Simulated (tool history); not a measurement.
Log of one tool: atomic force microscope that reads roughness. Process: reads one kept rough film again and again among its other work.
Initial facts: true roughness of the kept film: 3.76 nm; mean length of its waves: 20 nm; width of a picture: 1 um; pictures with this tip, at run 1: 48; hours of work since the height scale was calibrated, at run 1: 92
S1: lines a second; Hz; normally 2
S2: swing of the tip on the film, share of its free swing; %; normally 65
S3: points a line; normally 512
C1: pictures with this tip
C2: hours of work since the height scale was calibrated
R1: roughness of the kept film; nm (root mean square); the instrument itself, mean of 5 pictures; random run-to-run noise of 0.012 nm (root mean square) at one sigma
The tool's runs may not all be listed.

run	hour	S1	S2	S3	C1	C2	R1
1	0	2	65	512	48	92	2.829
# hour 30.2: new tip fitted
2	43.9	2	65	512	19	109	2.837
3	68.4	2	65	512	51	119	2.839
# hour 96: new tip fitted
4	112.9	2	65	512	22	137	2.819
5	135	2	65	512	52	146	2.839
6	159.5	2	65	304	85	155	2.789
# hour 162.7: new tip fitted
7	192.8	2.28	65	512	41	169	2.83
8	216.5	1.75	65	512	73	178	2.842
# hour 228.4: new tip fitted
9	263	1.75	65	512	46	196	2.838
# hour 294.1: new tip fitted
10	312.6	2	65	333	25	216	2.802
11	355.3	2	65	333	82	233	2.781
# hour 359.5: new tip fitted
12	402.3	2	65	333	58	252	2.781
# hour 426.8: new tip fitted
13	440.6	2	65	333	18	267	2.796
14	481.9	1.14	65	512	74	283	2.856
# hour 491.8: new tip fitted
15	520.8	1.14	65	512	39	299	2.861
# hour 556.2: new tip fitted
16	563.2	1.61	65	512	9	316	2.848
17	603.8	2	89	512	64	332	2.542
# hour 622.4: new tip fitted
18	630.3	2	89	512	11	342	2.556
19	665.4	2	65	512	58	356	2.829
# hour 689.3: new tip fitted
20	707.2	2	65	512	24	373	2.841
21	732.5	2	79	512	58	383	2.686
# hour 755.9: new tip fitted
22	769.6	2	79	512	18	398	2.675
23	807.7	2	79	512	69	413	2.703
# hour 820.5: new tip fitted
24	831.2	3.95	65	367	14	422	2.686
25	880	2	57	512	80	442	2.872
# hour 884.9: new tip fitted
26	907	1.8	81	811	29	452	2.718
# hour 951.9: new tip fitted
27	952.1	1.18	57	512	0	470	2.918
28	992.9	3.64	76	775	55	486	2.58
# hour 1017.1: new tip fitted
29	1017.1	3.64	76	775	0	496	2.604
30	1048.9	2.29	63	456	42	509	2.839
31	1079	3.05	71	806	82	521	2.7
# hour 1083.6: new tip fitted
32	1100.1	3.05	71	806	22	529	2.705
33	1120.6	3.05	71	806	50	537	2.687
# hour 1149.3: new tip fitted
34	1155.3	0.8	84	563	8	551	2.817
35	1186.8	1.61	58	350	51	563	2.848
# hour 1216.1: new tip fitted
36	1216.1	1.61	58	350	0	575	2.848
37	1259.7	2.05	55	601	59	592	2.908
# hour 1283.6: new tip fitted
38	1306.7	2	65	720	31	611	2.847
# hour 1348.5: new tip fitted
39	1348.5	2	65	720	0	627	2.845
40	1374.4	2	65	720	35	638	2.833
# hour 1412.8: new tip fitted
41	1416.7	2	65	720	5	655	2.858
42	1449.5	3.93	56	510	49	668	2.84
# hour 1480.7: new tip fitted
43	1499.1	3.93	56	510	24	687	2.809
44	1541.5	0.91	56	395	81	704	2.909
# hour 1546.8: new tip fitted
45	1571.8	2.96	58	667	34	716	2.852

Had the tool no unlogged condition, and each run kept its random variation, what would the results have been?
The hidden state here: radius of the tip, nm; height scale over the true one, %; drift of the gauge itself on roughness_nm, %.
run	R1
1	2.836
2	2.84
3	2.847
4	2.822
5	2.846
6	2.801
7	2.836
8	2.852
9	2.844
10	2.806
11	2.792
12	2.79
13	2.798
14	2.866
15	2.867
16	2.851
17	2.551
18	2.558
19	2.838
20	2.845
21	2.694
22	2.677
23	2.712
24	2.688
25	2.883
26	2.723
27	2.918
28	2.587
29	2.605
30	2.845
31	2.711
32	2.709
33	2.695
34	2.819
35	2.856
36	2.848
37	2.917
38	2.851
39	2.845
40	2.838
41	2.859
42	2.847
43	2.813
44	2.921
45	2.857

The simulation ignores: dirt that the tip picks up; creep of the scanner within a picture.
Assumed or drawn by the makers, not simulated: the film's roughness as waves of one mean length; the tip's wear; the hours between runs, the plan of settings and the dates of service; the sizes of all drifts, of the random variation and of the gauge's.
